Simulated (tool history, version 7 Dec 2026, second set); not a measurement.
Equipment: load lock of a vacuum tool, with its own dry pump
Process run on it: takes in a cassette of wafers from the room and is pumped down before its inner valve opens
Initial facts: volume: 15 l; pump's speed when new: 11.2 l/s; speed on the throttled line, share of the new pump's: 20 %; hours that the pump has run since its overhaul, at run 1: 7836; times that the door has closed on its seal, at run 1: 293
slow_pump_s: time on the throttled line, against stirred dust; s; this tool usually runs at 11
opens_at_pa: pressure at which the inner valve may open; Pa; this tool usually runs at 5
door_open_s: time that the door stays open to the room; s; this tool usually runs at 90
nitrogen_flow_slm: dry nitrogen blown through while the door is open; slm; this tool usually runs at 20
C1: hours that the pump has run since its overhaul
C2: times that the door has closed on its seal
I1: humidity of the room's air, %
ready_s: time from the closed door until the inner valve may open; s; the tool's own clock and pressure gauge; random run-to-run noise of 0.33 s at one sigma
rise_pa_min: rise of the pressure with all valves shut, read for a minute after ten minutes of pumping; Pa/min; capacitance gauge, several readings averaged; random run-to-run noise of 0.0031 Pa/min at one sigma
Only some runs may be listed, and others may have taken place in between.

run 1 hour=0 | slow_pump_s=11 opens_at_pa=5 door_open_s=90 nitrogen_flow_slm=20 | C1=7836 C2=293 | I1=44.4 | ready_s=24.2 rise_pa_min=0.068
run 2 hour=255 | slow_pump_s=11 opens_at_pa=5 door_open_s=90 nitrogen_flow_slm=20 | C1=8091 C2=1122 | I1=46.5 | ready_s=24.4 rise_pa_min=0.072
run 3 hour=523.5 | slow_pump_s=11 opens_at_pa=5 door_open_s=90 nitrogen_flow_slm=20 | C1=8360 C2=1994 | I1=45 | ready_s=24.2 rise_pa_min=0.081
run 4 hour=759.7 | slow_pump_s=11 opens_at_pa=4 door_open_s=90 nitrogen_flow_slm=20 | C1=8596 C2=2761 | I1=44.4 | ready_s=25.1 rise_pa_min=0.083
run 5 hour=976.9 | slow_pump_s=11 opens_at_pa=8 door_open_s=90 nitrogen_flow_slm=20 | C1=8813 C2=3467 | I1=42.9 | ready_s=24.1 rise_pa_min=0.093
run 6 hour=1224.3 | slow_pump_s=11 opens_at_pa=5 door_open_s=90 nitrogen_flow_slm=20 | C1=9060 C2=4271 | I1=43.8 | ready_s=23.9 rise_pa_min=0.11
run 7 hour=1553.3 | slow_pump_s=11 opens_at_pa=5 door_open_s=90 nitrogen_flow_slm=20 | C1=9390 C2=5341 | I1=48.4 | ready_s=25.1 rise_pa_min=0.128
run 8 hour=1833.6 | slow_pump_s=11 opens_at_pa=5 door_open_s=90 nitrogen_flow_slm=4 | C1=9670 C2=6251 | I1=45.5 | ready_s=25 rise_pa_min=0.162
run 9 hour=2161.3 | slow_pump_s=11 opens_at_pa=5 door_open_s=90 nitrogen_flow_slm=20 | C1=9997 C2=7316 | I1=44.2 | ready_s=25.1 rise_pa_min=0.146
run 10 hour=2464.7 | slow_pump_s=7 opens_at_pa=5 door_open_s=90 nitrogen_flow_slm=20 | C1=10301 C2=8302 | I1=48.6 | ready_s=21.4 rise_pa_min=0.18
run 11 hour=2737.7 | slow_pump_s=7 opens_at_pa=5 door_open_s=90 nitrogen_flow_slm=20 | C1=10574 C2=9189 | I1=44.5 | ready_s=22.2 rise_pa_min=0.193
run 12 hour=2931.1 | slow_pump_s=11 opens_at_pa=5 door_open_s=205 nitrogen_flow_slm=20 | C1=10767 C2=9818 | I1=47 | ready_s=24.5 rise_pa_min=0.242
run 13 hour=3180.7 | slow_pump_s=11 opens_at_pa=5 door_open_s=205 nitrogen_flow_slm=20 | C1=11017 C2=10629 | I1=41.8 | ready_s=25.4 rise_pa_min=0.248
run 14 hour=3448.8 | slow_pump_s=11 opens_at_pa=5 door_open_s=90 nitrogen_flow_slm=20 | C1=11285 C2=11500 | I1=44.2 | ready_s=25.3 rise_pa_min=0.247
run 15 hour=3750.1 | slow_pump_s=11 opens_at_pa=5 door_open_s=90 nitrogen_flow_slm=20 | C1=11586 C2=12479 | I1=42.1 | ready_s=25.8 rise_pa_min=0.271
run 16 hour=3897.9 | slow_pump_s=11 opens_at_pa=10 door_open_s=90 nitrogen_flow_slm=20 | C1=11734 C2=12959 | I1=45.9 | ready_s=23.8 rise_pa_min=0.283
run 17 hour=4201.4 | slow_pump_s=11 opens_at_pa=10 door_open_s=90 nitrogen_flow_slm=20 | C1=12038 C2=13945 | I1=42.6 | ready_s=24.7 rise_pa_min=0.307
run 18 hour=4361.1 | slow_pump_s=11 opens_at_pa=8 door_open_s=90 nitrogen_flow_slm=20 | C1=12197 C2=14465 | I1=46.9 | ready_s=24.7 rise_pa_min=0.333
-- hour=4524 dry pump taken out, an overhauled one fitted
run 19 hour=4692.7 | slow_pump_s=11 opens_at_pa=8 door_open_s=90 nitrogen_flow_slm=20 | C1=169 C2=15522 | I1=45 | ready_s=21.9 rise_pa_min=0.366
run 20 hour=4906.5 | slow_pump_s=8 opens_at_pa=6 door_open_s=46 nitrogen_flow_slm=9 | C1=383 C2=16217 | I1=44.3 | ready_s=19.8 rise_pa_min=0.381
run 21 hour=5054.4 | slow_pump_s=21 opens_at_pa=5 door_open_s=90 nitrogen_flow_slm=20 | C1=530 C2=16698 | I1=44.5 | ready_s=30.4 rise_pa_min=0.403
run 22 hour=5361.2 | slow_pump_s=8 opens_at_pa=9 door_open_s=151 nitrogen_flow_slm=17 | C1=837 C2=17695 | I1=42.1 | ready_s=19.1 rise_pa_min=0.447
run 23 hour=5565.7 | slow_pump_s=8 opens_at_pa=9 door_open_s=28 nitrogen_flow_slm=19 | C1=1042 C2=18359 | I1=44.9 | ready_s=19.5 rise_pa_min=0.438
run 24 hour=5889.8 | slow_pump_s=8 opens_at_pa=9 door_open_s=28 nitrogen_flow_slm=19 | C1=1366 C2=19413 | I1=42.5 | ready_s=19.4 rise_pa_min=0.487
-- hour=6164.6 door's seal changed, seat wiped
run 25 hour=6164.6 | slow_pump_s=11 opens_at_pa=5 door_open_s=216 nitrogen_flow_slm=20 | C1=1639 C2=0 | I1=44.6 | ready_s=22.4 rise_pa_min=0.091
run 26 hour=6467.7 | slow_pump_s=12 opens_at_pa=5 door_open_s=67 nitrogen_flow_slm=8 | C1=1942 C2=985 | I1=43.2 | ready_s=23.5 rise_pa_min=0.077
run 27 hour=6687.9 | slow_pump_s=12 opens_at_pa=5 door_open_s=67 nitrogen_flow_slm=8 | C1=2162 C2=1700 | I1=44.7 | ready_s=23.7 rise_pa_min=0.083
run 28 hour=6874.1 | slow_pump_s=16 opens_at_pa=8 door_open_s=159 nitrogen_flow_slm=8 | C1=2349 C2=2305 | I1=45.3 | ready_s=26.8 rise_pa_min=0.125
run 29 hour=7075 | slow_pump_s=16 opens_at_pa=8 door_open_s=159 nitrogen_flow_slm=8 | C1=2550 C2=2958 | I1=47 | ready_s=26.2 rise_pa_min=0.133
run 30 hour=7342.9 | slow_pump_s=16 opens_at_pa=10 door_open_s=159 nitrogen_flow_slm=18 | C1=2817 C2=3828 | I1=43 | ready_s=25.8 rise_pa_min=0.122
run 31 hour=7592.9 | slow_pump_s=7 opens_at_pa=5 door_open_s=84 nitrogen_flow_slm=10 | C1=3067 C2=4641 | I1=43.7 | ready_s=20 rise_pa_min=0.122
run 32 hour=7919.3 | slow_pump_s=19 opens_at_pa=5 door_open_s=90 nitrogen_flow_slm=20 | C1=3394 C2=5702 | I1=48.3 | ready_s=29.6 rise_pa_min=0.134
run 33 hour=8236.7 | slow_pump_s=13 opens_at_pa=5 door_open_s=90 nitrogen_flow_slm=20 | C1=3711 C2=6733 | I1=45.1 | ready_s=24.9 rise_pa_min=0.144
run 34 hour=8534.2 | slow_pump_s=13 opens_at_pa=5 door_open_s=90 nitrogen_flow_slm=20 | C1=4009 C2=7700 | I1=41.6 | ready_s=25 rise_pa_min=0.167
run 35 hour=8811.2 | slow_pump_s=13 opens_at_pa=6 door_open_s=90 nitrogen_flow_slm=17 | C1=4286 C2=8600 | I1=46.1 | ready_s=24.5 rise_pa_min=0.193
run 36 hour=9070.2 | slow_pump_s=13 opens_at_pa=6 door_open_s=90 nitrogen_flow_slm=17 | C1=4545 C2=9441 | I1=45.2 | ready_s=24.9 rise_pa_min=0.211

Here are 3 independent what-if runs from the current tool condition. What would each one return?
run A hour=9372.2 | slow_pump_s=11 opens_at_pa=5 door_open_s=32 nitrogen_flow_slm=20 | C1=4847 C2=10423 | I1=46.3 | ready_s=? rise_pa_min=?
run B hour=9372.2 | slow_pump_s=17 opens_at_pa=10 door_open_s=234 nitrogen_flow_slm=17 | C1=4847 C2=10423 | I1=43.9 | ready_s=? rise_pa_min=?
run C hour=9372.2 | slow_pump_s=11 opens_at_pa=5 door_open_s=63 nitrogen_flow_slm=20 | C1=4847 C2=10423 | I1=47 | ready_s=? rise_pa_min=?

run=A ready_s=23.5 rise_pa_min=0.21
run=B ready_s=27.2 rise_pa_min=0.257
run=C ready_s=23.6 rise_pa_min=0.221
Take away the tool's hidden state, keep each run's random variation, and the runs would have read:
run=A ready_s=22.3 rise_pa_min=0.045
run=B ready_s=26.2 rise_pa_min=0.093
run=C ready_s=22.3 rise_pa_min=0.055
